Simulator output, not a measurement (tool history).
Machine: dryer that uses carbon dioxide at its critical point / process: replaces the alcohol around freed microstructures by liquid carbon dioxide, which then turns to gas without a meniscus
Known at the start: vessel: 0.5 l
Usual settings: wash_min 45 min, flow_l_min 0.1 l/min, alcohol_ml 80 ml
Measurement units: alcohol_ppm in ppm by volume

Run 1, hour 0: usual settings. Result: alcohol_ppm 211 ppm by volume.
Run 2, hour 14.9: usual settings but flow_l_min 0.141 l/min. Result: alcohol_ppm 98 ppm by volume.
Run 3, hour 41.9: usual settings but flow_l_min 0.141 l/min, alcohol_ml 45 ml. Result: alcohol_ppm 97 ppm by volume.
Run 4, hour 64.7: usual settings but wash_min 63 min. Result: alcohol_ppm 111 ppm by volume.
Run 5, hour 79.8: usual settings but wash_min 63 min. Result: alcohol_ppm 117 ppm by volume.
Run 6, hour 104.3: usual settings but wash_min 63 min. Result: alcohol_ppm 126 ppm by volume.
Run 7, hour 120.3: usual settings but wash_min 63 min. Result: alcohol_ppm 116 ppm by volume.
Run 8, hour 141.7: usual settings but wash_min 37 min, flow_l_min 0.127 l/min, alcohol_ml 94 ml. Result: alcohol_ppm 234 ppm by volume.
Run 9, hour 164.2: usual settings but wash_min 28 min, flow_l_min 0.162 l/min, alcohol_ml 42 ml. Result: alcohol_ppm 184 ppm by volume.
Run 10, hour 181.9: usual settings but wash_min 32 min, flow_l_min 0.061 l/min, alcohol_ml 81 ml. Result: alcohol_ppm 9150 ppm by volume.
Run 11, hour 199.1: usual settings but wash_min 32 min, flow_l_min 0.149 l/min, alcohol_ml 90 ml. Result: alcohol_ppm 219 ppm by volume.
Run 12, hour 222: usual settings but wash_min 32 min, flow_l_min 0.149 l/min, alcohol_ml 90 ml. Result: alcohol_ppm 240 ppm by volume.
Run 13, hour 243.4: usual settings but wash_min 60 min, flow_l_min 0.133 l/min, alcohol_ml 74 ml. Result: alcohol_ppm 128 ppm by volume.

Alternative continuations, all from the tool just after run 13; predict every row:
Run A, hour 256.3: usual settings but wash_min 33 min. Result: alcohol_ppm ?.
Run B, hour 256.3: usual settings but alcohol_ml 31 ml. Result: alcohol_ppm ?.
Run C, hour 256.3: usual settings but wash_min 47 min, alcohol_ml 28 ml. Result: alcohol_ppm ?.

run  alcohol_ppm
  A         1237
  B          201
  C          172
Without the tool's hidden state the same runs would have given:
run  alcohol_ppm
  A          539
  B           30
  C           20

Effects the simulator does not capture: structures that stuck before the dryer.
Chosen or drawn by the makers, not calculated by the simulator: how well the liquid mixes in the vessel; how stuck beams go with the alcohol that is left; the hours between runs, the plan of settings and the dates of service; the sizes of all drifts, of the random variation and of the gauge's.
